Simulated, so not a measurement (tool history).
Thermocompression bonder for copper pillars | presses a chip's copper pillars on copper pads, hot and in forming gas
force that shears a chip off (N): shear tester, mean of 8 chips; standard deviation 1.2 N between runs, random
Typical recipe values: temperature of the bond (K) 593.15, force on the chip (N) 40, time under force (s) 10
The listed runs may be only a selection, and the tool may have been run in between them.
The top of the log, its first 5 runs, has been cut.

| run | hour | temperature of the bond (K) | force on the chip (N) | time under force (s) | hours of work since the heater was calibrated | hours of work since the force cell was calibrated | hours of work since the gas filter was changed | force that shears a chip off (N) |
|---|---|---|---|---|---|---|---|---|
| 6 | 52.6 | 593.15 | 40 | 10 | 251 | 495 | 85 | 103 |
| 7 | 59.7 | 593.15 | 40 | 10 | 256 | 500 | 90 | 103.2 |
| 8 | 67.3 | 593.15 | 40 | 10 | 262 | 506 | 96 | 101.7 |
| 9 | 75.4 | 593.15 | 40 | 10 | 269 | 513 | 103 | 101.4 |
| 10 | 86.1 | 593.15 | 30 | 10 | 277 | 521 | 111 | 90.3 |
| 11 | 93.4 | 593.15 | 30 | 10 | 283 | 527 | 117 | 89.6 |
|  | 96.2 | forming gas filter changed |
| 12 | 106.4 | 593.15 | 53 | 10 | 293 | 536 | 8 | 118.1 |
| 13 | 112 | 593.15 | 53 | 10 | 297 | 541 | 12 | 117.8 |
| 14 | 119.5 | 593.15 | 53 | 10 | 303 | 547 | 18 | 116.7 |
| 15 | 130.3 | 593.15 | 53 | 10 | 311 | 555 | 27 | 117.5 |
| 16 | 139.3 | 593.15 | 53 | 10 | 319 | 562 | 34 | 115.1 |
| 17 | 149.8 | 567.15 | 55 | 13 | 327 | 571 | 42 | 96.7 |
| 18 | 158.4 | 567.15 | 31 | 23 | 334 | 577 | 49 | 93.3 |
|  | 161.7 | heater calibrated with a thermocouple chip |
| 19 | 169.9 | 563.15 | 44 | 10 | 6 | 585 | 56 | 75.9 |
| 20 | 182.7 | 600.15 | 44 | 10 | 16 | 595 | 66 | 112.3 |
| 21 | 194.5 | 593.15 | 35 | 7 | 26 | 604 | 76 | 86.4 |
| 22 | 206.9 | 618.15 | 44 | 7 | 35 | 614 | 85 | 117.8 |
|  | 213.4 | heater calibrated with a thermocouple chip, once more |
| 23 | 218.4 | 618.15 | 44 | 7 | 4 | 621 | 93 | 118.5 |
| 24 | 226.5 | 584.15 | 40 | 19 | 10 | 628 | 99 | 111.1 |
| 25 | 232.5 | 584.15 | 40 | 19 | 15 | 632 | 104 | 110 |
| 26 | 239 | 584.15 | 45 | 6 | 20 | 637 | 109 | 83.9 |

Estimate the outcome of run 27 from the log above:
| 27 | 246.9 | 584.15 | 45 | 6 | 26 | 644 | 115 | ? |

Run 27 produced force that shears a chip off (N) 85.1.
With no hidden state in the tool, this same run would have given force that shears a chip off (N) 89.9.

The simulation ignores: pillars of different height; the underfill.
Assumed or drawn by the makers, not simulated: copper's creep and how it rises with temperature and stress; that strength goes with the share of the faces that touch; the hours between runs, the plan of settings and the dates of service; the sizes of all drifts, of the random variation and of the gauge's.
